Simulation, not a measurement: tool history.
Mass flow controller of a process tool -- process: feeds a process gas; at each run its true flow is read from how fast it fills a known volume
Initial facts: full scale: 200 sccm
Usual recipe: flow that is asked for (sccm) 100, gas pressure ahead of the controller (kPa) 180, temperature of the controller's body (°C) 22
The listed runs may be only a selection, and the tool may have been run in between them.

| run | hour | flow that is asked for (sccm) | gas pressure ahead of the controller (kPa) | temperature of the controller's body (°C) | true flow (%) |
|---|---|---|---|---|---|
| 1 | 0 | 100 | 180 | 22 | 97.05 |
| 2 | 162.4 | 100 | 180 | 22 | 97.03 |
| 3 | 297.2 | 100 | 180 | 22 | 97.01 |
| 4 | 493.1 | 100 | 230 | 22 | 97.25 |
| 5 | 599.7 | 100 | 230 | 22 | 97.1 |
| 6 | 718 | 100 | 230 | 22 | 97.15 |
| 7 | 850.7 | 100 | 230 | 33 | 98.03 |
| 8 | 1025.2 | 100 | 230 | 33 | 97.93 |
| 9 | 1139 | 100 | 230 | 33 | 97.88 |
| 10 | 1231 | 100 | 230 | 33 | 97.88 |
| 11 | 1381.5 | 100 | 230 | 33 | 97.78 |
| 12 | 1542.9 | 100 | 230 | 33 | 97.69 |
| 13 | 1696.3 | 100 | 180 | 22 | 96.51 |
| 14 | 1812.3 | 100 | 180 | 22 | 96.57 |
| 15 | 2003.6 | 100 | 180 | 22 | 96.45 |
| 16 | 2137.3 | 100 | 171 | 22 | 96.46 |
| 17 | 2341.8 | 100 | 171 | 22 | 96.34 |
| 18 | 2448 | 100 | 171 | 22 | 96.37 |
|  | 2457.8 | controller's zero set anew |
| 19 | 2621.5 | 100 | 171 | 22 | 96.03 |
| 20 | 2805.5 | 100 | 171 | 22 | 96 |
| 21 | 3033.2 | 100 | 171 | 22 | 95.87 |
| 22 | 3153.5 | 100 | 180 | 33 | 96.83 |
| 23 | 3322.2 | 100 | 180 | 26 | 96.18 |
| 24 | 3510.5 | 133 | 180 | 32 | 97.44 |
| 25 | 3644.6 | 57 | 275 | 31 | 95.47 |
|  | 3788.8 | controller's zero set anew, once more |
| 26 | 3792 | 172 | 159 | 22 | 97.86 |
| 27 | 4005.5 | 111 | 178 | 28 | 98.04 |
| 28 | 4197.1 | 111 | 178 | 28 | 97.77 |
| 29 | 4323 | 37 | 178 | 28 | 96.9 |
| 30 | 4512.4 | 37 | 178 | 28 | 96.77 |
| 31 | 4633.4 | 65 | 180 | 28 | 97.11 |
| 32 | 4782.1 | 65 | 156 | 28 | 96.89 |
| 33 | 4920.5 | 86 | 190 | 28 | 97.45 |
| 34 | 5021.2 | 101 | 274 | 22 | 97.45 |
| 35 | 5156.1 | 101 | 274 | 22 | 97.43 |
| 36 | 5292.3 | 174 | 180 | 23 | 97.74 |
| 37 | 5481.6 | 177 | 179 | 23 | 97.85 |
| 38 | 5678.4 | 54 | 279 | 37 | 97.71 |
| 39 | 5781.1 | 54 | 279 | 37 | 97.66 |
| 40 | 5900 | 21 | 161 | 29 | 94.74 |
| 41 | 6075.4 | 60 | 206 | 39 | 97.38 |
| 42 | 6212.1 | 60 | 206 | 39 | 97.56 |
| 43 | 6427.4 | 20 | 206 | 35 | 94.91 |
| 44 | 6529.6 | 20 | 177 | 35 | 94.65 |
| 45 | 6730.5 | 83 | 180 | 39 | 97.57 |
| 46 | 6840.5 | 83 | 180 | 39 | 97.45 |

5 ways to go on from here, each from the tool as it stands after run 46. What would each give?
| A | 6942.7 | 124 | 226 | 23 | ? |
| B | 6942.7 | 25 | 158 | 39 | ? |
| C | 6942.7 | 177 | 180 | 23 | ? |
| D | 6942.7 | 75 | 180 | 39 | ? |
| E | 6942.7 | 133 | 223 | 23 | ? |

| run | true flow (%) |
|---|---|
| A | 97.04 |
| B | 95.05 |
| C | 97.57 |
| D | 97.31 |
| E | 97.2 |
Take away the tool's hidden state, keep each run's random variation, and the runs would have read:
| run | true flow (%) |
|---|---|
| A | 99.17 |
| B | 99.14 |
| C | 99.55 |
| D | 99.77 |
| E | 99.3 |
